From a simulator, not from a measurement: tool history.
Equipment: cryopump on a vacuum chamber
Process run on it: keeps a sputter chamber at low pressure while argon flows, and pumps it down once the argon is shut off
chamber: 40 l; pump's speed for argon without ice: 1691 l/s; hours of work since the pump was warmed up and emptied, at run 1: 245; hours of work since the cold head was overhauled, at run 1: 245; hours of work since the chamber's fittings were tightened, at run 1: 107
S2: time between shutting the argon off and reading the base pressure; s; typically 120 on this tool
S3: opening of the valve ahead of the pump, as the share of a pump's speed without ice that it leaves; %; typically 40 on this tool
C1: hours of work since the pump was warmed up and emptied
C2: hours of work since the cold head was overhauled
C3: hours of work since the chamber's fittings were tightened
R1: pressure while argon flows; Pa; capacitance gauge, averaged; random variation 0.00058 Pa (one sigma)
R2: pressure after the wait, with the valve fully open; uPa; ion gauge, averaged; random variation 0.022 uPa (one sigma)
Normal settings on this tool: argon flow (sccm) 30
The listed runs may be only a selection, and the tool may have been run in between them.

Run 1, day 0.000: usual settings; C1 245; C2 245; C3 107. Result: R1 0.0773 Pa, R2 0.70 uPa.
Run 2, day 4.150: usual settings but S3 20 %; C1 301; C2 301; C3 163. Result: R1 0.1515 Pa, R2 0.70 uPa.
Run 3, day 8.688: usual settings but S3 20 %; C1 362; C2 362; C3 224. Result: R1 0.1524 Pa, R2 0.77 uPa.
Run 4, day 11.975: usual settings but S3 20 %; C1 406; C2 406; C3 268. Result: R1 0.1516 Pa, R2 0.76 uPa.
Run 5, day 15.833: usual settings but S2 24 s; C1 458; C2 458; C3 320. Result: R1 0.0791 Pa, R2 2.58 uPa.
Run 6, day 19.733: usual settings but S3 56 %; C1 510; C2 510; C3 372. Result: R1 0.0579 Pa, R2 0.81 uPa.
Run 7, day 24.588: usual settings but argon flow (sccm) 16; C1 575; C2 575; C3 437. Result: R1 0.0430 Pa, R2 0.85 uPa.
Run 8, day 28.371: usual settings but argon flow (sccm) 16; C1 626; C2 626; C3 488. Result: R1 0.0432 Pa, R2 0.84 uPa.
Run 9, day 33.433: usual settings but argon flow (sccm) 29; C1 694; C2 694; C3 556. Result: R1 0.0777 Pa, R2 0.87 uPa.
Run 10, day 35.817: usual settings but argon flow (sccm) 29; C1 726; C2 726; C3 588. Result: R1 0.0784 Pa, R2 0.90 uPa.
Run 11, day 40.762: usual settings but argon flow (sccm) 29; C1 793; C2 793; C3 655. Result: R1 0.0794 Pa, R2 0.92 uPa.
Run 12, day 44.067: usual settings but argon flow (sccm) 29, S2 190 s, S3 35 %; C1 837; C2 837; C3 699. Result: R1 0.0893 Pa, R2 0.84 uPa.
Run 13, day 48.304: usual settings but argon flow (sccm) 29, S2 190 s, S3 35 %; C1 894; C2 894; C3 756. Result: R1 0.0891 Pa, R2 0.79 uPa.
Run 14, day 51.392: usual settings but S2 182 s; C1 935; C2 935; C3 798. Result: R1 0.0829 Pa, R2 0.87 uPa.
Run 15, day 56.225: usual settings but S2 182 s; C1 1000; C2 1000; C3 863. Result: R1 0.0828 Pa, R2 0.88 uPa.

Forecast run 16:
Run 16, day 59.871: usual settings but S2 182 s; C1 1049; C2 1049; C3 912. Result: R1 ?, R2 ?.

{"run 16": {"R1": 0.0844, "R2": 0.94}}
Take away the tool's hidden state, keep the run-to-run variation as it was, and the same run would have given R1 0.0746 Pa, R2 0.47 uPa.
